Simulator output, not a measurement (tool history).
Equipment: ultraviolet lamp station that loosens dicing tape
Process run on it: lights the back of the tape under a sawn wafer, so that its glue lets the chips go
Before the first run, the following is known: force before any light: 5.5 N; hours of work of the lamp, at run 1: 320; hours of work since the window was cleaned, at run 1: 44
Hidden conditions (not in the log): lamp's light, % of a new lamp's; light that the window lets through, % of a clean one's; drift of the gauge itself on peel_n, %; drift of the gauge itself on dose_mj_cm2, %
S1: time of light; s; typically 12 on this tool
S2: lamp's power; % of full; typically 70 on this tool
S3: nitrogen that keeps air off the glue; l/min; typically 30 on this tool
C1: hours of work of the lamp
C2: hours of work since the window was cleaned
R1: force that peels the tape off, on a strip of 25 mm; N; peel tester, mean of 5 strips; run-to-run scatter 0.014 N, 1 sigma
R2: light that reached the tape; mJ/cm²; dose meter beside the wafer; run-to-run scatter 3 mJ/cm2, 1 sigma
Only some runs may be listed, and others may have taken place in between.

{"run": 1, "day": 0.0, "S1": 12, "S2": 70, "S3": 30, "C1": 320, "C2": 44, "R1": 0.72, "R2": 431}
{"run": 2, "day": 1.408, "S1": 12, "S2": 70, "S3": 30, "C1": 339, "C2": 62, "R1": 0.712, "R2": 425}
{"run": 3, "day": 2.179, "S1": 12, "S2": 70, "S3": 30, "C1": 349, "C2": 73, "R1": 0.779, "R2": 427}
{"run": 4, "day": 3.654, "S1": 12, "S2": 70, "S3": 30, "C1": 369, "C2": 92, "R1": 0.716, "R2": 426}
{"run": 5, "day": 5.371, "S1": 12, "S2": 70, "S3": 30, "C1": 391, "C2": 115, "R1": 0.754, "R2": 422}
{"run": 6, "day": 6.45, "S1": 12, "S2": 70, "S3": 31, "C1": 406, "C2": 129, "R1": 0.764, "R2": 418}
{"run": 7, "day": 7.883, "S1": 12, "S2": 70, "S3": 31, "C1": 424, "C2": 148, "R1": 0.759, "R2": 408}
{"run": 8, "day": 8.596, "S1": 12, "S2": 70, "S3": 31, "C1": 434, "C2": 157, "R1": 0.774, "R2": 410}
{"run": 9, "day": 10.262, "S1": 12, "S2": 70, "S3": 31, "C1": 456, "C2": 179, "R1": 0.727, "R2": 410}
{"run": 10, "day": 11.129, "S1": 12, "S2": 70, "S3": 31, "C1": 467, "C2": 191, "R1": 0.749, "R2": 411}
{"run": 11, "day": 12.721, "S1": 12, "S2": 70, "S3": 17, "C1": 488, "C2": 212, "R1": 0.93, "R2": 416}
{"run": 12, "day": 13.479, "S1": 12, "S2": 70, "S3": 17, "C1": 498, "C2": 222, "R1": 0.943, "R2": 408}
{"run": 13, "day": 14.742, "S1": 12, "S2": 70, "S3": 17, "C1": 515, "C2": 238, "R1": 0.932, "R2": 404}
{"run": 14, "day": 16.383, "S1": 12, "S2": 70, "S3": 17, "C1": 537, "C2": 260, "R1": 0.991, "R2": 403}
{"run": 15, "day": 17.142, "S1": 12, "S2": 70, "S3": 17, "C1": 547, "C2": 270, "R1": 0.96, "R2": 405}
{"run": 16, "day": 18.817, "S1": 12, "S2": 70, "S3": 17, "C1": 569, "C2": 292, "R1": 0.976, "R2": 404}
{"run": 17, "day": 19.879, "S1": 12, "S2": 70, "S3": 17, "C1": 583, "C2": 306, "R1": 1.012, "R2": 402}
{"run": 18, "day": 21.25, "S1": 12, "S2": 70, "S3": 17, "C1": 601, "C2": 324, "R1": 1.036, "R2": 396}
{"run": 19, "day": 22.354, "S1": 12, "S2": 70, "S3": 30, "C1": 615, "C2": 339, "R1": 0.828, "R2": 393}
{"run": 20, "day": 23.358, "S1": 12, "S2": 70, "S3": 30, "C1": 629, "C2": 352, "R1": 0.833, "R2": 395}
{"run": 21, "day": 24.896, "S1": 15, "S2": 70, "S3": 29, "C1": 649, "C2": 372, "R1": 0.548, "R2": 486}
{"run": 22, "day": 26.354, "S1": 15, "S2": 70, "S3": 29, "C1": 668, "C2": 392, "R1": 0.554, "R2": 491}
{"run": 23, "day": 27.971, "S1": 8, "S2": 61, "S3": 48, "C1": 690, "C2": 413, "R1": 1.734, "R2": 226}
{"run": 24, "day": 29.254, "S1": 19, "S2": 99, "S3": 27, "C1": 707, "C2": 430, "R1": 0.196, "R2": 862}
{"run": 25, "day": 30.667, "S1": 19, "S2": 99, "S3": 27, "C1": 725, "C2": 449, "R1": 0.207, "R2": 850}
{"run": 26, "day": 32.146, "S1": 19, "S2": 99, "S3": 27, "C1": 745, "C2": 468, "R1": 0.206, "R2": 862}
{"run": 27, "day": 33.229, "S1": 8, "S2": 70, "S3": 34, "C1": 759, "C2": 482, "R1": 1.537, "R2": 253}
{"run": 28, "day": 33.971, "S1": 12, "S2": 96, "S3": 30, "C1": 769, "C2": 492, "R1": 0.524, "R2": 516}
{"run": 29, "day": 35.375, "S1": 11, "S2": 64, "S3": 20, "C1": 787, "C2": 511, "R1": 1.32, "R2": 315}
{"run": 30, "day": 36.696, "S1": 11, "S2": 64, "S3": 20, "C1": 805, "C2": 528, "R1": 1.334, "R2": 316}
{"day": 37.292, "done": "window cleaned of glue's vapour"}
{"run": 31, "day": 37.875, "S1": 12, "S2": 93, "S3": 30, "C1": 820, "C2": 8, "R1": 0.494, "R2": 530}
{"run": 32, "day": 38.979, "S1": 12, "S2": 93, "S3": 30, "C1": 835, "C2": 22, "R1": 0.482, "R2": 531}
{"run": 33, "day": 39.8, "S1": 12, "S2": 70, "S3": 12, "C1": 845, "C2": 33, "R1": 1.132, "R2": 397}
{"run": 34, "day": 41.371, "S1": 14, "S2": 90, "S3": 30, "C1": 866, "C2": 54, "R1": 0.386, "R2": 594}
{"run": 35, "day": 42.429, "S1": 14, "S2": 70, "S3": 10, "C1": 880, "C2": 68, "R1": 0.967, "R2": 464}
{"run": 36, "day": 43.862, "S1": 11, "S2": 96, "S3": 41, "C1": 899, "C2": 87, "R1": 0.492, "R2": 491}
{"run": 37, "day": 45.504, "S1": 17, "S2": 74, "S3": 33, "C1": 921, "C2": 108, "R1": 0.371, "R2": 577}

Entry by entry between the runs, the difference in hidden state between the last listed run before and the first listed run after:
After run 30, before run 31: window cleaned of glue's vapour (day 37.292)
  lamp's light, % of a new lamp's: 88.6 -> 88.3; light that the window lets through, % of a clean one's: 93.4 -> 99.8
  the result without the hidden state subtracted from the measured one, R1: +0.325 -> +0.111 N; R2: -66 -> -72 mJ/cm²

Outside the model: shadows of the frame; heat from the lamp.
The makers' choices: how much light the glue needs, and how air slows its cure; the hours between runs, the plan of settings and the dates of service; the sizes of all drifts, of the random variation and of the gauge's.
